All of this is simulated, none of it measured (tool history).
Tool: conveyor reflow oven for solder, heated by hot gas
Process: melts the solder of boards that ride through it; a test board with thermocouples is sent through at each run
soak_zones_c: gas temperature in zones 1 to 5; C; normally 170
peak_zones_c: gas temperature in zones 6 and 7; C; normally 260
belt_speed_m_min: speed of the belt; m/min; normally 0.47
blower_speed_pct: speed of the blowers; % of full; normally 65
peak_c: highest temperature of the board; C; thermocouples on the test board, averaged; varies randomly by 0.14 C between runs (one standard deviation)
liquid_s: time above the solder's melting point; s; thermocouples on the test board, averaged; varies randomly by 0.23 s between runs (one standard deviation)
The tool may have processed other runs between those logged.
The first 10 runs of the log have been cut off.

Run 11, hour 290.7: usual settings. Result: peak_c 243.5 C, liquid_s 64.8 s.
Run 12, hour 305.7: usual settings but soak_zones_c 162 C. Result: peak_c 241.8 C, liquid_s 59.4 s.
Run 13, hour 323.2: usual settings. Result: peak_c 243.2 C, liquid_s 64.8 s.
Run 14, hour 350.8: usual settings. Result: peak_c 243.2 C, liquid_s 65.1 s.
Run 15, hour 368.4: usual settings. Result: peak_c 242.9 C, liquid_s 65 s.
Run 16, hour 403.7: usual settings but soak_zones_c 159 C, belt_speed_m_min 0.557 m/min. Result: peak_c 234.1 C, liquid_s 36.9 s.
Run 17, hour 436.7: usual settings but soak_zones_c 167 C, peak_zones_c 249 C, belt_speed_m_min 0.422 m/min. Result: peak_c 235.6 C, liquid_s 61.1 s.
At hour 467.3: flux residue cleaned out of gas plates and filters.
Run 18, hour 467.3: usual settings but soak_zones_c 157 C, peak_zones_c 249 C, belt_speed_m_min 0.422 m/min, blower_speed_pct 88 % of full. Result: peak_c 237.1 C, liquid_s 61.7 s.
Run 19, hour 493.2: usual settings but soak_zones_c 180 C, belt_speed_m_min 0.46 m/min, blower_speed_pct 75 % of full. Result: peak_c 246.4 C, liquid_s 76.6 s.
Run 20, hour 525.6: usual settings but soak_zones_c 180 C, belt_speed_m_min 0.46 m/min, blower_speed_pct 75 % of full. Result: peak_c 246.2 C, liquid_s 76.9 s.
Run 21, hour 554.3: usual settings but soak_zones_c 172 C, peak_zones_c 264 C, belt_speed_m_min 0.535 m/min, blower_speed_pct 56 % of full. Result: peak_c 238.4 C, liquid_s 48.9 s.
Run 22, hour 575.8: usual settings but soak_zones_c 174 C, peak_zones_c 271 C, belt_speed_m_min 0.535 m/min, blower_speed_pct 56 % of full. Result: peak_c 245.2 C, liquid_s 57.5 s.
At hour 584: flux residue cleaned out of gas plates and filters, once more.
Run 23, hour 598.1: usual settings but soak_zones_c 184 C, peak_zones_c 274 C, belt_speed_m_min 0.417 m/min, blower_speed_pct 83 % of full. Result: peak_c 264.8 C, liquid_s 106.7 s.
Run 24, hour 633.7: usual settings but soak_zones_c 180 C, belt_speed_m_min 0.543 m/min. Result: peak_c 241.7 C, liquid_s 57.4 s.
Run 25, hour 665.6: usual settings but soak_zones_c 169 C, peak_zones_c 249 C, belt_speed_m_min 0.514 m/min, blower_speed_pct 73 % of full. Result: peak_c 233.2 C, liquid_s 45.4 s.
Run 26, hour 691.6: usual settings but soak_zones_c 169 C, peak_zones_c 249 C, belt_speed_m_min 0.514 m/min, blower_speed_pct 73 % of full. Result: peak_c 233.4 C, liquid_s 45.1 s.
Run 27, hour 721: usual settings but soak_zones_c 158 C, peak_zones_c 268 C, belt_speed_m_min 0.508 m/min, blower_speed_pct 55 % of full. Result: peak_c 242.4 C, liquid_s 53.4 s.
Run 28, hour 752.5: usual settings but soak_zones_c 178 C, peak_zones_c 259 C, belt_speed_m_min 0.516 m/min, blower_speed_pct 60 % of full. Result: peak_c 240.3 C, liquid_s 58.3 s.
Run 29, hour 778.2: usual settings but soak_zones_c 179 C, peak_zones_c 252 C, belt_speed_m_min 0.427 m/min, blower_speed_pct 84 % of full. Result: peak_c 243 C, liquid_s 82.2 s.
Run 30, hour 811.4: usual settings but soak_zones_c 179 C, peak_zones_c 252 C, belt_speed_m_min 0.427 m/min, blower_speed_pct 84 % of full. Result: peak_c 243.1 C, liquid_s 81.5 s.

Forecast each of these 4 alternatives for the next run:
Run A, hour 835: usual settings but soak_zones_c 179 C, peak_zones_c 274 C, belt_speed_m_min 0.514 m/min, blower_speed_pct 84 % of full. Result: peak_c ?, liquid_s ?.
Run B, hour 835: usual settings but soak_zones_c 179 C, peak_zones_c 264 C, belt_speed_m_min 0.509 m/min, blower_speed_pct 84 % of full. Result: peak_c ?, liquid_s ?.
Run C, hour 835: usual settings but soak_zones_c 162 C, peak_zones_c 251 C, belt_speed_m_min 0.397 m/min, blower_speed_pct 84 % of full. Result: peak_c ?, liquid_s ?.
Run D, hour 835: usual settings but soak_zones_c 169 C, peak_zones_c 261 C, belt_speed_m_min 0.503 m/min. Result: peak_c ?, liquid_s ?.

run  peak_c  liquid_s
  A     258      78.7
  B   249.6      72.3
  C   241.7      77.3
  D   241.6      58.2
Without the tool's unlogged condition, the same runs would have read:
run  peak_c  liquid_s
  A   259.1      77.9
  B   250.6      71.9
  C   242.7      77.4
  D   242.4      58.2
